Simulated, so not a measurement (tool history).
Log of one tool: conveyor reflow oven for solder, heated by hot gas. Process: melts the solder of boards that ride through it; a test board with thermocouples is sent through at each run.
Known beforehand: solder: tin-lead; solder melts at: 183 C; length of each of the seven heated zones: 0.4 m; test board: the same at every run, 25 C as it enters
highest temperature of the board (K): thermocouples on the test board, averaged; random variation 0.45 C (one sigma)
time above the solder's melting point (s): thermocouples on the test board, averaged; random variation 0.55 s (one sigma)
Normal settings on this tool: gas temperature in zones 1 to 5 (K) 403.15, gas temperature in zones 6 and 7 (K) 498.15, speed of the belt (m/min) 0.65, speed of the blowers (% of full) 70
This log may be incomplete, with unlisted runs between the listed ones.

| run | hour | gas temperature in zones 1 to 5 (K) | gas temperature in zones 6 and 7 (K) | speed of the belt (m/min) | speed of the blowers (% of full) | highest temperature of the board (K) | time above the solder's melting point (s) |
|---|---|---|---|---|---|---|---|
| 1 | 0 | 403.15 | 498.15 | 0.65 | 70 | 476.75 | 39.3 |
| 2 | 5.7 | 403.15 | 498.15 | 0.65 | 70 | 476.65 | 39.6 |
| 3 | 10.4 | 403.15 | 498.15 | 0.65 | 75 | 479.15 | 41.6 |
| 4 | 14.8 | 403.15 | 498.15 | 0.65 | 75 | 477.85 | 41.2 |
| 5 | 20.8 | 403.15 | 487.15 | 0.65 | 70 | 468.35 | 28.1 |
| 6 | 26.3 | 403.15 | 487.15 | 0.65 | 70 | 468.35 | 27.4 |
| 7 | 31 | 403.15 | 498.15 | 0.65 | 68 | 476.85 | 38.7 |
| 8 | 36.2 | 403.15 | 498.15 | 0.696 | 70 | 474.75 | 33.9 |
| 9 | 40.3 | 403.15 | 498.15 | 0.626 | 70 | 478.75 | 42.5 |
| 10 | 47 | 403.15 | 498.15 | 0.626 | 70 | 478.25 | 42.1 |
| 11 | 55.2 | 403.15 | 497.15 | 0.626 | 70 | 477.95 | 42.4 |
| 12 | 63.4 | 403.15 | 497.15 | 0.626 | 70 | 477.55 | 42 |
| 13 | 69.7 | 403.15 | 497.15 | 0.677 | 70 | 475.15 | 34.7 |
| 14 | 76.8 | 403.15 | 497.15 | 0.677 | 70 | 475.15 | 35.2 |
| 15 | 86 | 403.15 | 497.15 | 0.677 | 70 | 474.65 | 35.2 |
| 16 | 92.9 | 403.15 | 497.15 | 0.677 | 70 | 474.75 | 35.2 |
| 17 | 99.6 | 402.15 | 491.15 | 0.733 | 57 | 464.25 | 14.5 |
| 18 | 105.7 | 402.15 | 491.15 | 0.733 | 57 | 463.35 | 15.1 |
| 19 | 110.3 | 402.15 | 491.15 | 0.733 | 57 | 463.45 | 14.3 |
| 20 | 117.4 | 402.15 | 491.15 | 0.733 | 57 | 463.45 | 14.7 |
| 21 | 122.2 | 402.15 | 491.15 | 0.733 | 57 | 463.15 | 14.3 |
|  | 127 | belt drive overhauled, speed set with a stopwatch |
| 22 | 135.3 | 402.15 | 491.15 | 0.733 | 57 | 464.15 | 15 |
| 23 | 141.4 | 402.15 | 491.15 | 0.733 | 87 | 470.75 | 27.6 |
|  | 149.4 | belt drive overhauled, speed set with a stopwatch, once more |
| 24 | 154.3 | 402.15 | 491.15 | 0.733 | 87 | 470.15 | 27.4 |
| 25 | 161.1 | 402.15 | 495.15 | 0.733 | 70 | 469.75 | 24.3 |
| 26 | 167.4 | 402.15 | 495.15 | 0.733 | 70 | 470.25 | 24.1 |
| 27 | 173.7 | 402.15 | 495.15 | 0.733 | 70 | 470.35 | 25.1 |
| 28 | 180.2 | 402.15 | 495.15 | 0.733 | 70 | 469.65 | 24.9 |
| 29 | 189.1 | 402.15 | 495.15 | 0.733 | 70 | 470.15 | 24.4 |
| 30 | 195.6 | 402.15 | 495.15 | 0.733 | 70 | 469.75 | 25.1 |
| 31 | 199.6 | 402.15 | 495.15 | 0.733 | 70 | 470.15 | 25.1 |

Subtracting, for every run, the result it would have given without the tool's unlogged condition from the measured result gives the following. The same run-to-run variation enters both numbers; the gauge's scatter may not:
The hidden state here: heat that the gas passes to the board, % of a clean oven's; belt's true speed, % of the reading; true gas temperature in zones 6 and 7 over the reading, C; drift of the gauge itself on peak_c, C; drift of the gauge itself on liquid_s, %.
| run | time above the solder's melting point (s) |
|---|---|
| 1 | +0.4 |
| 2 | +0.4 |
| 3 | +0.4 |
| 4 | +0.4 |
| 5 | +0.6 |
| 6 | +0.5 |
| 7 | +0.4 |
| 8 | +0.4 |
| 9 | +0.4 |
| 10 | +0.5 |
| 11 | +0.4 |
| 12 | +0.4 |
| 13 | +0.3 |
| 14 | +0.4 |
| 15 | +0.3 |
| 16 | +0.3 |
| 17 | +0.4 |
| 18 | +0.4 |
| 19 | +0.3 |
| 20 | +0.4 |
| 21 | +0.4 |
| 22 | +0.5 |
| 23 | +0.3 |
| 24 | -0.1 |
| 25 | -0.1 |
| 26 | +0 |
| 27 | -0.1 |
| 28 | -0.1 |
| 29 | -0.1 |
| 30 | -0.2 |
| 31 | -0.1 |
highest temperature of the board (K): within 0.4 of the measured result in every run.
